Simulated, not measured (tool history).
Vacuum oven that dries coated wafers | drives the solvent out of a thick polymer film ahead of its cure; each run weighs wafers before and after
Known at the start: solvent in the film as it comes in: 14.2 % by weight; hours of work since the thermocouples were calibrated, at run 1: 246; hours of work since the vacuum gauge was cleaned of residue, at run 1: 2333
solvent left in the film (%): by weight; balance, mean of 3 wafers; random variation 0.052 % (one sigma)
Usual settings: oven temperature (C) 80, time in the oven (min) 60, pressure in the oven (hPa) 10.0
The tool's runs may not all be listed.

| run | hour | oven temperature (C) | time in the oven (min) | pressure in the oven (hPa) | hours of work since the thermocouples were calibrated | hours of work since the vacuum gauge was cleaned of residue | solvent left in the film (%) |
|---|---|---|---|---|---|---|---|
| 1 | 0.0 | 80 | 60 | 10.0 | 246 | 2333 | 2.66 |
| 2 | 49.7 | 80 | 60 | 10.0 | 280 | 2367 | 2.70 |
| 3 | 139.6 | 80 | 60 | 10.0 | 342 | 2428 | 2.66 |
| 4 | 221.4 | 80 | 60 | 10.0 | 398 | 2485 | 2.85 |
| 5 | 291.3 | 80 | 60 | 10.0 | 446 | 2533 | 2.76 |
| 6 | 349.9 | 80 | 41 | 10.0 | 486 | 2573 | 3.68 |
| 7 | 397.0 | 80 | 41 | 6.5 | 519 | 2605 | 3.38 |
| 8 | 463.8 | 80 | 31 | 10.0 | 564 | 2651 | 4.50 |
| 9 | 511.8 | 80 | 31 | 10.0 | 597 | 2684 | 4.61 |
| 10 | 563.8 | 69 | 89 | 8.5 | 633 | 2719 | 4.77 |
|  | 571.9 | vacuum gauge cleaned of residue and calibrated |
| 11 | 651.7 | 81 | 97 | 10.0 | 692 | 55 | 2.88 |
| 12 | 703.9 | 87 | 48 | 10.0 | 728 | 90 | 2.56 |
| 13 | 796.8 | 80 | 77 | 21.6 | 792 | 154 | 4.70 |
| 14 | 837.6 | 82 | 33 | 21.6 | 820 | 182 | 5.57 |
| 15 | 897.4 | 80 | 60 | 39.1 | 861 | 223 | 6.91 |
| 16 | 959.2 | 79 | 78 | 10.0 | 903 | 266 | 3.62 |
| 17 | 1010.6 | 79 | 78 | 10.0 | 938 | 301 | 3.54 |

Forecast each of these 4 alternatives for the next run:
|  | 1034.8 | vacuum gauge cleaned of residue and calibrated, once more |
| A | 1106.8 | 83 | 43 | 23.9 | 1003 | 49 | ? |
|  | 1034.8 | vacuum gauge cleaned of residue and calibrated, once more |
| B | 1106.8 | 68 | 89 | 14.7 | 1003 | 49 | ? |
|  | 1034.8 | vacuum gauge cleaned of residue and calibrated, once more |
| C | 1106.8 | 72 | 33 | 22.1 | 1003 | 49 | ? |
|  | 1034.8 | vacuum gauge cleaned of residue and calibrated, once more |
| D | 1106.8 | 80 | 78 | 10.0 | 1003 | 49 | ? |

| run | solvent left in the film (%) |
|---|---|
| A | 3.36 |
| B | 4.73 |
| C | 7.54 |
| D | 1.60 |
Without the tool's hidden state the same runs would have given:
| run | solvent left in the film (%) |
|---|---|
| A | 2.84 |
| B | 4.00 |
| C | 6.77 |
| D | 1.33 |
